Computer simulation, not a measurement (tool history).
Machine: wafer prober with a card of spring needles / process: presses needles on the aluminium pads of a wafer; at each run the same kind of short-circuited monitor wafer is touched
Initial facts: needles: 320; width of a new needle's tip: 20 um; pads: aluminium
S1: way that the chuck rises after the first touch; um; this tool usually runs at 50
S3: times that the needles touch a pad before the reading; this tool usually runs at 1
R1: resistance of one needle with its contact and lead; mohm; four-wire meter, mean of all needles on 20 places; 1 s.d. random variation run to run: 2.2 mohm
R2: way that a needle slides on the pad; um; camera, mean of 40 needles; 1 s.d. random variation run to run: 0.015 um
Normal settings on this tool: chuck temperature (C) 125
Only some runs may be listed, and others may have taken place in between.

Run 1, hour 0.0: usual settings. Result: R1 489 mohm, R2 7.36 um.
At hour 6.3: tips cleaned on abrasive film.
Run 2, hour 17.9: usual settings but S1 46 um. Result: R1 555 mohm, R2 6.73 um.
At hour 19.6: tips cleaned on abrasive film.
Run 3, hour 28.9: usual settings but chuck temperature (C) 122. Result: R1 500 mohm, R2 7.33 um.
At hour 32.8: tips cleaned on abrasive film.
Run 4, hour 41.9: usual settings but chuck temperature (C) 122. Result: R1 501 mohm, R2 7.30 um.
At hour 45.8: tips cleaned on abrasive film.
Run 5, hour 53.5: usual settings but chuck temperature (C) 79. Result: R1 499 mohm, R2 7.31 um.
At hour 59.3: tips cleaned on abrasive film.
Run 6, hour 68.9: usual settings but chuck temperature (C) 79. Result: R1 522 mohm, R2 7.30 um.
At hour 72.5: tips cleaned on abrasive film.
Run 7, hour 77.4: usual settings but chuck temperature (C) 79. Result: R1 482 mohm, R2 7.29 um.
At hour 80.7: height of the first contact set anew.
At hour 85.8: tips cleaned on abrasive film.
Run 8, hour 94.9: usual settings but chuck temperature (C) 79. Result: R1 500 mohm, R2 7.52 um.
At hour 99.1: tips cleaned on abrasive film.
Run 9, hour 103.8: usual settings. Result: R1 460 mohm, R2 7.49 um.
At hour 112.1: tips cleaned on abrasive film.
Run 10, hour 114.4: usual settings. Result: R1 398 mohm, R2 7.47 um.
At hour 125.4: tips cleaned on abrasive film.
Run 11, hour 128.8: usual settings. Result: R1 429 mohm, R2 7.46 um.
At hour 138.3: tips cleaned on abrasive film.
Run 12, hour 139.6: usual settings but S3 2. Result: R1 313 mohm, R2 7.46 um.
Run 13, hour 147.3: usual settings. Result: R1 496 mohm, R2 7.48 um.
At hour 151.7: tips cleaned on abrasive film.
Run 14, hour 164.2: usual settings. Result: R1 504 mohm, R2 7.45 um.
At hour 165.7: tips cleaned on abrasive film.
At hour 180.1: tips cleaned on abrasive film.
Run 15, hour 181.4: usual settings. Result: R1 378 mohm, R2 7.37 um.
Run 16, hour 189.1: usual settings but S1 53 um. Result: R1 479 mohm, R2 7.84 um.
At hour 193.0: tips cleaned on abrasive film.
Run 17, hour 201.3: usual settings. Result: R1 496 mohm, R2 7.39 um.
At hour 206.0: tips cleaned on abrasive film.
Run 18, hour 215.4: usual settings but S1 32 um, chuck temperature (C) 36, S3 3. Result: R1 502 mohm, R2 4.67 um.
At hour 218.9: tips cleaned on abrasive film.
At hour 232.2: tips cleaned on abrasive film.
Run 19, hour 232.2: usual settings but S1 40 um, chuck temperature (C) 46, S3 2. Result: R1 265 mohm, R2 5.83 um.
At hour 245.9: tips cleaned on abrasive film.
Run 20, hour 245.9: usual settings but S1 68 um, chuck temperature (C) 36. Result: R1 226 mohm, R2 10.05 um.
Run 21, hour 256.9: usual settings but S1 68 um, chuck temperature (C) 36, S3 2. Result: R1 319 mohm, R2 10.05 um.
At hour 259.5: tips cleaned on abrasive film.
Run 22, hour 266.0: usual settings but S1 68 um, chuck temperature (C) 36, S3 2. Result: R1 309 mohm, R2 10.01 um.
At hour 273.2: tips cleaned on abrasive film.
Run 23, hour 275.5: usual settings but S1 68 um, chuck temperature (C) 36, S3 2. Result: R1 274 mohm, R2 9.99 um.
At hour 287.3: tips cleaned on abrasive film.
Run 24, hour 289.5: usual settings but S1 68 um, chuck temperature (C) 36, S3 2. Result: R1 286 mohm, R2 10.00 um.
Run 25, hour 299.6: usual settings but S1 68 um, chuck temperature (C) 36, S3 2. Result: R1 324 mohm, R2 9.97 um.
At hour 301.1: tips cleaned on abrasive film.
Run 26, hour 308.2: usual settings but S1 68 um, chuck temperature (C) 28, S3 3. Result: R1 274 mohm, R2 9.96 um.
At hour 312.7: height of the first contact set anew.
At hour 314.4: tips cleaned on abrasive film.
Run 27, hour 319.9: usual settings but S1 68 um, chuck temperature (C) 28, S3 3. Result: R1 262 mohm, R2 10.26 um.
At hour 327.4: tips cleaned on abrasive film.
Run 28, hour 328.7: usual settings but S1 68 um, chuck temperature (C) 28, S3 3. Result: R1 241 mohm, R2 10.21 um.
At hour 340.7: tips cleaned on abrasive film.
Run 29, hour 340.7: usual settings but S1 54 um, chuck temperature (C) 73, S3 3. Result: R1 239 mohm, R2 8.09 um.
Run 30, hour 349.0: usual settings but S1 63 um, chuck temperature (C) 120, S3 2. Result: R1 343 mohm, R2 9.44 um.
At hour 354.3: tips cleaned on abrasive film.
Run 31, hour 366.7: usual settings but S1 63 um, chuck temperature (C) 120, S3 2. Result: R1 339 mohm, R2 9.45 um.
At hour 368.0: tips cleaned on abrasive film.
Run 32, hour 375.1: usual settings but S1 30 um, chuck temperature (C) 120, S3 3. Result: R1 533 mohm, R2 4.43 um.
At hour 381.9: tips cleaned on abrasive film.
Run 33, hour 389.1: usual settings but S1 30 um, chuck temperature (C) 120, S3 3. Result: R1 546 mohm, R2 4.43 um.
At hour 395.3: tips cleaned on abrasive film.
Run 34, hour 400.7: usual settings but S1 44 um, chuck temperature (C) 64, S3 3. Result: R1 362 mohm, R2 6.54 um.

Each row is a separate what-if for the run after 34, all from the same tool condition, not one after another. Results?
At hour 408.3: tips cleaned on abrasive film.
Run A, hour 418.2: usual settings but S1 33 um, chuck temperature (C) 93, S3 2. Result: R1 ?, R2 ?.
At hour 408.3: tips cleaned on abrasive film.
Run B, hour 418.2: usual settings but S1 47 um, chuck temperature (C) 64, S3 3. Result: R1 ?, R2 ?.
At hour 408.3: tips cleaned on abrasive film.
Run C, hour 418.2: usual settings but S1 44 um, chuck temperature (C) 64, S3 2. Result: R1 ?, R2 ?.

run   R1    R2
  A  669  4.83
  B  361  6.95
  C  463  6.51
What these runs would have given with no unlogged condition in the tool:
run   R1    R2
  A  263  4.96
  B  233  7.09
  C  231  6.65
